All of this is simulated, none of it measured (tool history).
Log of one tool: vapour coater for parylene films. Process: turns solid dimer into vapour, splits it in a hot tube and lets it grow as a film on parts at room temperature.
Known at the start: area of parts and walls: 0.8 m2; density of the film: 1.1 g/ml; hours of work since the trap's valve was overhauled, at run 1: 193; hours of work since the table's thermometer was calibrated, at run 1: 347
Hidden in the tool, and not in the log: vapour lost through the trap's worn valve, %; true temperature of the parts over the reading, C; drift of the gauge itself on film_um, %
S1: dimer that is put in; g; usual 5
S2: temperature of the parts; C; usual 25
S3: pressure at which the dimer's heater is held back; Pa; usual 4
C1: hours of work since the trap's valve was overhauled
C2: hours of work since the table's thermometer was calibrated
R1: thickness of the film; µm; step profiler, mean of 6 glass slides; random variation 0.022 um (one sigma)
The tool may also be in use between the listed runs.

run	day	S1	S2	S3	C1	C2	R1
1	0	5	25	4	193	347	3.42
2	1.896	5	21	4	217	370	3.88
# day 4.688: trap's valve overhauled
3	5.438	2	21	4	9	412	1.64
4	7.625	2	21	4	36	439	1.65
5	11.108	5	31	4	80	482	3.05
6	12.583	5	31	4	98	501	3.03
7	15.996	5	25	2.92	140	543	3.69
8	19.3	5	25	2.92	181	584	3.62
9	20.783	5	25	2.92	200	603	3.56
10	23.846	5	25	4	238	641	3.44
# day 24.792: trap's valve overhauled
11	26.288	5	25	4	19	669	3.69
12	29.675	3	25	4	61	711	2.2
13	32.062	3	25	4	90	741	2.2
14	34.421	5	25	4	120	770	3.59
15	37.312	9	33	7.48	155	806	4.86
16	39.796	5	26	2.42	186	837	3.63
17	42.525	5	26	2.42	220	870	3.62
18	44.679	4	32	3.24	247	897	2.37
# day 45.108: trap's valve overhauled
19	46.9	4	32	3.24	22	923	2.5
20	50.183	4	22	3.26	63	963	3.26
21	52.683	5	35	4	94	994	2.75
# day 53.425: table's thermometer calibrated
22	56.038	5	21	4	135	32	3.92
23	58.092	5	21	4	161	58	3.91
24	61.483	5	33	8.43	203	100	2.61
25	64.442	5	33	8.43	239	137	2.57
# day 65.304: trap's valve overhauled
26	67.271	5	33	8.43	24	170	2.74
27	69.196	5	33	8.43	48	194	2.73
28	71.625	5	20	4	79	224	4.11

Hidden state at the last listed run before each entry between runs and at the first one after, where it differs:
Between runs 2 and 3: trap's valve overhauled (day 4.688)
  vapour lost through the trap's worn valve, %: 7 -> 0.9; true temperature of the parts over the reading, C: -0.36 -> -0.39
  measured less the result without the state, R1: -0.25 -> +0.01 µm
Between runs 10 and 11: trap's valve overhauled (day 24.792)
  vapour lost through the trap's worn valve, %: 6.5 -> 0.7; true temperature of the parts over the reading, C: -0.54 -> -0.56
  measured less the result without the state, R1: -0.19 -> +0.03 µm
Between runs 18 and 19: trap's valve overhauled (day 45.108)
  vapour lost through the trap's worn valve, %: 6.3 -> 0.7; true temperature of the parts over the reading, C: -0.71 -> -0.73
  measured less the result without the state, R1: -0.11 -> +0.03 µm
Between runs 21 and 22: table's thermometer calibrated (day 53.425)
  vapour lost through the trap's worn valve, %: 2.4 -> 3.6; true temperature of the parts over the reading, C: -0.79 -> -0.18
  measured less the result without the state, R1: +0 -> -0.12 µm
Between runs 25 and 26: trap's valve overhauled (day 65.304)
  vapour lost through the trap's worn valve, %: 6.2 -> 0.7; true temperature of the parts over the reading, C: -0.25 -> -0.27
  measured less the result without the state, R1: -0.15 -> +0 µm
